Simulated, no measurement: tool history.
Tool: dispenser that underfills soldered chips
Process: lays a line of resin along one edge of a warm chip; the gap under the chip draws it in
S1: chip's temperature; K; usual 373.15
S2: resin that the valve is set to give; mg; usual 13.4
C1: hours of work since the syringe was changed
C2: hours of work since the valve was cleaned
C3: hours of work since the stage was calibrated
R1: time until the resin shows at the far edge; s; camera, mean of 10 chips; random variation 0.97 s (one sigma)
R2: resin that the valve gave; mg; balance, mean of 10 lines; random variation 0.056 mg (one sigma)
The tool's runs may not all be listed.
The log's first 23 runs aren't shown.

{"hour": 301.3, "done": "new syringe of resin"}
{"run": 24, "hour": 304.9, "S1": 365.15, "S2": 14.9, "C1": 2, "C2": 69, "C3": 375, "R1": 137.3, "R2": 14.35}
{"hour": 310.6, "done": "new syringe of resin"}
{"run": 25, "hour": 317.2, "S1": 365.15, "S2": 14.9, "C1": 5, "C2": 77, "C3": 383, "R1": 152.6, "R2": 14.4}
{"hour": 319.8, "done": "new syringe of resin"}
{"run": 26, "hour": 324.7, "S1": 383.15, "S2": 14.9, "C1": 3, "C2": 82, "C3": 388, "R1": 72.1, "R2": 14.39}
{"hour": 329.4, "done": "new syringe of resin"}
{"hour": 331.6, "done": "dispensing valve cleaned and set on the balance"}
{"run": 27, "hour": 336.8, "S1": 373.15, "S2": 16.6, "C1": 4, "C2": 4, "C3": 396, "R1": 113, "R2": 16.49}
{"hour": 340.5, "done": "new syringe of resin"}
{"run": 28, "hour": 349.0, "S1": 387.15, "S2": 16.4, "C1": 6, "C2": 12, "C3": 404, "R1": 70.5, "R2": 16.44}
{"hour": 350.2, "done": "new syringe of resin"}
{"hour": 359.3, "done": "new syringe of resin"}
{"run": 29, "hour": 364.6, "S1": 375.15, "S2": 14.2, "C1": 4, "C2": 22, "C3": 415, "R1": 99.8, "R2": 14.12}
{"hour": 369.4, "done": "new syringe of resin"}
{"run": 30, "hour": 372.5, "S1": 360.15, "S2": 12.2, "C1": 2, "C2": 28, "C3": 420, "R1": 170, "R2": 12.06}
{"hour": 378.8, "done": "new syringe of resin"}
{"run": 31, "hour": 384.6, "S1": 374.15, "S2": 15.4, "C1": 4, "C2": 36, "C3": 428, "R1": 100.3, "R2": 15.22}
{"hour": 388.1, "done": "new syringe of resin"}
{"hour": 398.4, "done": "new syringe of resin"}
{"run": 32, "hour": 401.5, "S1": 371.15, "S2": 12.1, "C1": 2, "C2": 47, "C3": 440, "R1": 109.2, "R2": 11.87}
{"hour": 408.0, "done": "new syringe of resin"}
{"run": 33, "hour": 410.7, "S1": 374.15, "S2": 12.4, "C1": 2, "C2": 54, "C3": 446, "R1": 94.8, "R2": 12.12}
{"hour": 417.5, "done": "new syringe of resin"}
{"run": 34, "hour": 425.7, "S1": 380.15, "S2": 14.4, "C1": 6, "C2": 64, "C3": 456, "R1": 91, "R2": 14.05}

3 ways to go on from here, each from the tool as it stands after run 34. What would each give?
{"hour": 427.0, "done": "new syringe of resin"}
{"hour": 436.7, "done": "new syringe of resin"}
{"run": "A", "hour": 437.1, "S1": 384.15, "S2": 16.6, "C1": 0, "C2": 72, "C3": 464, "R1": "?", "R2": "?"}
{"hour": 427.0, "done": "new syringe of resin"}
{"hour": 436.7, "done": "new syringe of resin"}
{"run": "B", "hour": 437.1, "S1": 364.15, "S2": 12.7, "C1": 0, "C2": 72, "C3": 464, "R1": "?", "R2": "?"}
{"hour": 427.0, "done": "new syringe of resin"}
{"hour": 436.7, "done": "new syringe of resin"}
{"run": "C", "hour": 437.1, "S1": 374.15, "S2": 16.1, "C1": 0, "C2": 72, "C3": 464, "R1": "?", "R2": "?"}

run=A R1=58.7 R2=16.04
run=B R1=129.4 R2=12.28
run=C R1=84 R2=15.48
Without the tool's hidden state the same runs would have given:
run=A R1=60 R2=16.55
run=B R1=132.2 R2=12.68
run=C R1=86 R2=15.98
